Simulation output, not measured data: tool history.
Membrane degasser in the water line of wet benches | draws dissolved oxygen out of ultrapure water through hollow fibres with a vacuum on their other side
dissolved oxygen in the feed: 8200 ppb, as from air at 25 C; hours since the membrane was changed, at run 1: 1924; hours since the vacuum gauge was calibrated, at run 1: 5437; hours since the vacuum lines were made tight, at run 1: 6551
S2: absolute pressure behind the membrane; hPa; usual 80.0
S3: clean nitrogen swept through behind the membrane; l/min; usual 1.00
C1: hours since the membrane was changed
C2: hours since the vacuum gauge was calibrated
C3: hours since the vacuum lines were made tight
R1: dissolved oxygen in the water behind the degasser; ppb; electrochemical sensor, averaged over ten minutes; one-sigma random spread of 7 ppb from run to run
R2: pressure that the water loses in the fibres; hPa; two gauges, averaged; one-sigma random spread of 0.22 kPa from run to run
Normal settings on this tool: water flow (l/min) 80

Run 1, hour 0.0: usual settings; C1 1924; C2 5437; C3 6551. Result: R1 690.8 ppb, R2 555.7 hPa.
Run 2, hour 31.8: usual settings; C1 1956; C2 5469; C3 6583. Result: R1 688.8 ppb, R2 558.6 hPa.
Run 3, hour 68.8: usual settings; C1 1993; C2 5506; C3 6620. Result: R1 699.4 ppb, R2 553.2 hPa.
Run 4, hour 122.2: usual settings but water flow (l/min) 73; C1 2046; C2 5560; C3 6674. Result: R1 645.3 ppb, R2 507.4 hPa.
Run 5, hour 165.8: usual settings but water flow (l/min) 73; C1 2090; C2 5603; C3 6717. Result: R1 634.3 ppb, R2 504.3 hPa.
Run 6, hour 209.1: usual settings but water flow (l/min) 73; C1 2133; C2 5647; C3 6761. Result: R1 636.2 ppb, R2 507.5 hPa.
Run 7, hour 264.8: usual settings but water flow (l/min) 73; C1 2189; C2 5702; C3 6816. Result: R1 645.6 ppb, R2 506.5 hPa.
Run 8, hour 290.8: usual settings but water flow (l/min) 73; C1 2215; C2 5728; C3 6842. Result: R1 632.3 ppb, R2 508.0 hPa.
Run 9, hour 322.4: usual settings but water flow (l/min) 73; C1 2246; C2 5760; C3 6874. Result: R1 623.2 ppb, R2 508.5 hPa.
Run 10, hour 371.8: usual settings but water flow (l/min) 73; C1 2296; C2 5809; C3 6923. Result: R1 635.1 ppb, R2 508.5 hPa.
Run 11, hour 435.4: usual settings; C1 2359; C2 5873; C3 6987. Result: R1 691.1 ppb, R2 557.5 hPa.
Run 12, hour 480.5: usual settings; C1 2404; C2 5918; C3 7032. Result: R1 683.6 ppb, R2 557.4 hPa.
Run 13, hour 517.2: usual settings; C1 2441; C2 5955; C3 7069. Result: R1 698.4 ppb, R2 554.0 hPa.
Run 14, hour 574.1: usual settings; C1 2498; C2 6012; C3 7126. Result: R1 690.7 ppb, R2 554.5 hPa.
Run 15, hour 635.2: usual settings; C1 2559; C2 6073; C3 7187. Result: R1 686.4 ppb, R2 556.1 hPa.
Run 16, hour 687.1: usual settings; C1 2611; C2 6125; C3 7239. Result: R1 702.4 ppb, R2 556.6 hPa.
Run 17, hour 720.7: usual settings but S2 182.9 hPa, S3 2.20 l/min; C1 2645; C2 6158; C3 7272. Result: R1 1084.3 ppb, R2 556.3 hPa.
Run 18, hour 769.7: usual settings but water flow (l/min) 64, S2 159.8 hPa, S3 2.39 l/min; C1 2694; C2 6207; C3 7321. Result: R1 719.2 ppb, R2 448.7 hPa.
Run 19, hour 816.1: usual settings but water flow (l/min) 56, S2 159.8 hPa, S3 2.39 l/min; C1 2740; C2 6254; C3 7368. Result: R1 622.4 ppb, R2 386.9 hPa.
At hour 867.4: seals of the vacuum lines changed.
Run 20, hour 875.8: usual settings but water flow (l/min) 56, S2 159.8 hPa, S3 1.99 l/min; C1 2798; C2 6311; C3 8. Result: R1 721.4 ppb, R2 390.2 hPa.
Run 21, hour 935.7: usual settings but water flow (l/min) 56, S2 159.8 hPa, S3 1.99 l/min; C1 2858; C2 6371; C3 68. Result: R1 736.6 ppb, R2 385.6 hPa.
Run 22, hour 982.7: usual settings but water flow (l/min) 56, S2 159.8 hPa, S3 1.99 l/min; C1 2905; C2 6418; C3 115. Result: R1 730.1 ppb, R2 392.2 hPa.
Run 23, hour 1041.8: usual settings but water flow (l/min) 93, S2 52.2 hPa, S3 1.99 l/min; C1 2964; C2 6477; C3 174. Result: R1 348.0 ppb, R2 648.9 hPa.
Run 24, hour 1101.2: usual settings but water flow (l/min) 93, S2 52.2 hPa, S3 1.99 l/min; C1 3023; C2 6537; C3 234. Result: R1 350.7 ppb, R2 650.8 hPa.
Run 25, hour 1154.1: usual settings but water flow (l/min) 93, S2 52.2 hPa, S3 1.99 l/min; C1 3076; C2 6590; C3 287. Result: R1 345.1 ppb, R2 647.6 hPa.
Run 26, hour 1196.3: usual settings but water flow (l/min) 93, S2 192.6 hPa, S3 0.40 l/min; C1 3118; C2 6632; C3 329. Result: R1 3105.5 ppb, R2 644.6 hPa.
Run 27, hour 1247.7: usual settings but S2 139.8 hPa, S3 0.45 l/min; C1 3170; C2 6683; C3 380. Result: R1 2006.4 ppb, R2 557.8 hPa.
Run 28, hour 1277.1: usual settings but water flow (l/min) 73, S2 62.3 hPa, S3 0.45 l/min; C1 3199; C2 6713; C3 410. Result: R1 654.0 ppb, R2 504.7 hPa.
Run 29, hour 1334.5: usual settings but water flow (l/min) 73, S2 125.1 hPa, S3 0.45 l/min; C1 3256; C2 6770; C3 467. Result: R1 1695.3 ppb, R2 504.1 hPa.
Run 30, hour 1397.4: usual settings but water flow (l/min) 73, S2 121.2 hPa, S3 1.41 l/min; C1 3319; C2 6833; C3 530. Result: R1 876.3 ppb, R2 507.6 hPa.
Run 31, hour 1447.1: usual settings but S2 78.8 hPa; C1 3369; C2 6883; C3 580. Result: R1 682.1 ppb, R2 554.2 hPa.
Run 32, hour 1484.4: usual settings but S2 56.9 hPa, S3 0.54 l/min; C1 3406; C2 6920; C3 617. Result: R1 562.0 ppb, R2 551.8 hPa.

Hidden condition of the tool, last listed run before each entry between runs versus first listed run after:
Logged between run 19 and run 20: seals of the vacuum lines changed (hour 867.4)
  air that leaks in behind the membrane, l/min: 0.0031 -> 0.002
